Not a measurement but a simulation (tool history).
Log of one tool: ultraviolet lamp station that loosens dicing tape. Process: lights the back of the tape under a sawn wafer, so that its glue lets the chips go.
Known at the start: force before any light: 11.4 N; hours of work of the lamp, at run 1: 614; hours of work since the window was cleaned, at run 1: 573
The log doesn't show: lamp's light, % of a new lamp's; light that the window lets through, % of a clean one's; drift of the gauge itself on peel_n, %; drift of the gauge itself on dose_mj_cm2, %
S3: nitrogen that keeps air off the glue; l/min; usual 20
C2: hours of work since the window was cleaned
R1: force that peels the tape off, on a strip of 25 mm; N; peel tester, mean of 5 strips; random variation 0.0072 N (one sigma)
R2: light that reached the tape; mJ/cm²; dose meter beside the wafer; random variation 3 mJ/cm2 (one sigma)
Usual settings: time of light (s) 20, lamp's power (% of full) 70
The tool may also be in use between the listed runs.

{"run": 1, "hour": 0.0, "time of light (s)": 20, "lamp's power (% of full)": 70, "S3": 20, "hours of work of the lamp": 614, "C2": 573, "R1": 0.484, "R2": 359}
{"run": 2, "hour": 42.9, "time of light (s)": 20, "lamp's power (% of full)": 70, "S3": 20, "hours of work of the lamp": 648, "C2": 606, "R1": 0.506, "R2": 350}
{"run": 3, "hour": 74.7, "time of light (s)": 20, "lamp's power (% of full)": 70, "S3": 20, "hours of work of the lamp": 672, "C2": 631, "R1": 0.511, "R2": 353}
{"run": 4, "hour": 101.2, "time of light (s)": 20, "lamp's power (% of full)": 72, "S3": 20, "hours of work of the lamp": 693, "C2": 652, "R1": 0.475, "R2": 358}
{"run": 5, "hour": 137.4, "time of light (s)": 20, "lamp's power (% of full)": 72, "S3": 20, "hours of work of the lamp": 721, "C2": 680, "R1": 0.513, "R2": 352}
{"hour": 149.7, "done": "window cleaned of glue's vapour"}
{"run": 6, "hour": 166.2, "time of light (s)": 20, "lamp's power (% of full)": 70, "S3": 20, "hours of work of the lamp": 743, "C2": 13, "R1": 0.374, "R2": 394}
{"run": 7, "hour": 187.1, "time of light (s)": 20, "lamp's power (% of full)": 70, "S3": 20, "hours of work of the lamp": 760, "C2": 29, "R1": 0.385, "R2": 391}
{"run": 8, "hour": 212.7, "time of light (s)": 20, "lamp's power (% of full)": 70, "S3": 20, "hours of work of the lamp": 780, "C2": 49, "R1": 0.4, "R2": 389}
{"run": 9, "hour": 255.5, "time of light (s)": 26, "lamp's power (% of full)": 70, "S3": 20, "hours of work of the lamp": 813, "C2": 82, "R1": 0.211, "R2": 498}
{"run": 10, "hour": 283.6, "time of light (s)": 14, "lamp's power (% of full)": 78, "S3": 33, "hours of work of the lamp": 835, "C2": 104, "R1": 0.566, "R2": 297}
{"run": 11, "hour": 318.8, "time of light (s)": 14, "lamp's power (% of full)": 78, "S3": 33, "hours of work of the lamp": 862, "C2": 132, "R1": 0.566, "R2": 290}
{"run": 12, "hour": 338.2, "time of light (s)": 14, "lamp's power (% of full)": 78, "S3": 33, "hours of work of the lamp": 877, "C2": 147, "R1": 0.584, "R2": 288}
{"run": 13, "hour": 374.7, "time of light (s)": 11, "lamp's power (% of full)": 82, "S3": 20, "hours of work of the lamp": 906, "C2": 175, "R1": 1.295, "R2": 242}
{"run": 14, "hour": 403.8, "time of light (s)": 20, "lamp's power (% of full)": 96, "S3": 14, "hours of work of the lamp": 929, "C2": 198, "R1": 0.273, "R2": 494}
{"run": 15, "hour": 428.0, "time of light (s)": 20, "lamp's power (% of full)": 96, "S3": 14, "hours of work of the lamp": 947, "C2": 217, "R1": 0.284, "R2": 499}
{"run": 16, "hour": 458.4, "time of light (s)": 30, "lamp's power (% of full)": 70, "S3": 14, "hours of work of the lamp": 971, "C2": 241, "R1": 0.226, "R2": 535}
{"run": 17, "hour": 498.2, "time of light (s)": 33, "lamp's power (% of full)": 62, "S3": 12, "hours of work of the lamp": 1002, "C2": 272, "R1": 0.283, "R2": 516}

3 ways to go on from here, each from the tool as it stands after run 17. What would each give?
{"run": "A", "hour": 536.8, "time of light (s)": 33, "lamp's power (% of full)": 66, "S3": 12, "hours of work of the lamp": 1032, "C2": 302, "R1": "?", "R2": "?"}
{"run": "B", "hour": 536.8, "time of light (s)": 23, "lamp's power (% of full)": 62, "S3": 12, "hours of work of the lamp": 1032, "C2": 302, "R1": "?", "R2": "?"}
{"run": "C", "hour": 536.8, "time of light (s)": 11, "lamp's power (% of full)": 70, "S3": 11, "hours of work of the lamp": 1032, "C2": 302, "R1": "?", "R2": "?"}

run=A R1=0.269 R2=547
run=B R1=0.751 R2=358
run=C R1=2.628 R2=193
Without the tool's hidden state the same runs would have given:
run=A R1=0.159 R2=714
run=B R1=0.377 R2=466
run=C R1=1.712 R2=252

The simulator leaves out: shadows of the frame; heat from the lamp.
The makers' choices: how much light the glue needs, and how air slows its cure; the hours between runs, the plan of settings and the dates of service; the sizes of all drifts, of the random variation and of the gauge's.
